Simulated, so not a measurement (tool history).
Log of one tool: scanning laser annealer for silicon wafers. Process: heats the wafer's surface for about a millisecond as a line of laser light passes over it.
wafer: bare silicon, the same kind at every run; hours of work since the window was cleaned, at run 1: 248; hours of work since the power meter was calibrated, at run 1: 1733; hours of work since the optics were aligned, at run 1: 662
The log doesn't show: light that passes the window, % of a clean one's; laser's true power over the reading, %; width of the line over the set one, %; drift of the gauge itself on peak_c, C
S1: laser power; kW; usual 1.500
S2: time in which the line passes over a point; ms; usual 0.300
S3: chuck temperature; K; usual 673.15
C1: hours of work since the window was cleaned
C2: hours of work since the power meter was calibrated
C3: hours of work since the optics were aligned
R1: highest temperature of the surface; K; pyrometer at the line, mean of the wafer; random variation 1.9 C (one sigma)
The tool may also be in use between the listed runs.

| run | hour | S1 | S2 | S3 | C1 | C2 | C3 | R1 |
|---|---|---|---|---|---|---|---|---|
| 1 | 0.0 | 1.500 | 0.300 | 673.15 | 248 | 1733 | 662 | 1415.15 |
| 2 | 59.5 | 1.500 | 0.300 | 673.15 | 281 | 1766 | 695 | 1409.15 |
| 3 | 114.4 | 1.500 | 0.300 | 673.15 | 311 | 1797 | 725 | 1404.15 |
| 4 | 163.5 | 1.500 | 0.300 | 673.15 | 338 | 1824 | 752 | 1402.15 |
|  | 204.3 | window over the wafer cleaned |
| 5 | 250.4 | 1.500 | 0.300 | 673.15 | 25 | 1870 | 799 | 1435.15 |
| 6 | 294.6 | 1.500 | 0.300 | 673.15 | 50 | 1895 | 823 | 1428.15 |
| 7 | 370.5 | 1.390 | 0.300 | 673.15 | 92 | 1937 | 865 | 1375.15 |
|  | 402.0 | optics aligned, line set to its width |
| 8 | 445.2 | 1.390 | 0.300 | 673.15 | 130 | 1975 | 24 | 1379.15 |
| 9 | 492.6 | 1.500 | 0.300 | 673.15 | 156 | 2001 | 50 | 1425.15 |
| 10 | 533.4 | 1.500 | 0.309 | 673.15 | 179 | 2024 | 72 | 1435.15 |
| 11 | 619.5 | 1.500 | 0.300 | 664.15 | 226 | 2071 | 120 | 1408.15 |
| 12 | 676.5 | 1.595 | 0.361 | 664.15 | 258 | 2103 | 151 | 1523.15 |
| 13 | 728.3 | 1.645 | 0.310 | 674.15 | 286 | 2131 | 180 | 1490.15 |
| 14 | 773.6 | 1.346 | 0.300 | 645.15 | 311 | 2156 | 205 | 1309.15 |
|  | 859.9 | window over the wafer cleaned |
| 15 | 862.1 | 1.346 | 0.252 | 663.15 | 1 | 2204 | 253 | 1303.15 |
| 16 | 916.1 | 1.446 | 0.302 | 639.15 | 31 | 2234 | 282 | 1383.15 |
| 17 | 955.0 | 1.405 | 0.282 | 673.15 | 52 | 2255 | 304 | 1366.15 |
| 18 | 999.0 | 1.596 | 0.311 | 702.15 | 77 | 2279 | 328 | 1525.15 |
| 19 | 1040.7 | 1.596 | 0.311 | 702.15 | 100 | 2302 | 351 | 1518.15 |
| 20 | 1077.4 | 1.449 | 0.300 | 642.15 | 120 | 2323 | 371 | 1372.15 |
| 21 | 1123.6 | 1.428 | 0.271 | 702.15 | 145 | 2348 | 397 | 1382.15 |

4 ways to go on from here, each from the tool as it stands after run 21. What would each give?
| A | 1184.6 | 1.428 | 0.271 | 657.15 | 179 | 2382 | 431 | ? |
| B | 1184.6 | 1.455 | 0.238 | 673.15 | 179 | 2382 | 431 | ? |
| C | 1184.6 | 1.500 | 0.341 | 673.15 | 179 | 2382 | 431 | ? |
| D | 1184.6 | 1.500 | 0.216 | 673.15 | 179 | 2382 | 431 | ? |

| run | R1 |
|---|---|
| A | 1331.15 |
| B | 1316.15 |
| C | 1470.15 |
| D | 1307.15 |
Without the tool's hidden state the same runs would have given:
| run | R1 |
|---|---|
| A | 1359.15 |
| B | 1343.15 |
| C | 1503.15 |
| D | 1333.15 |
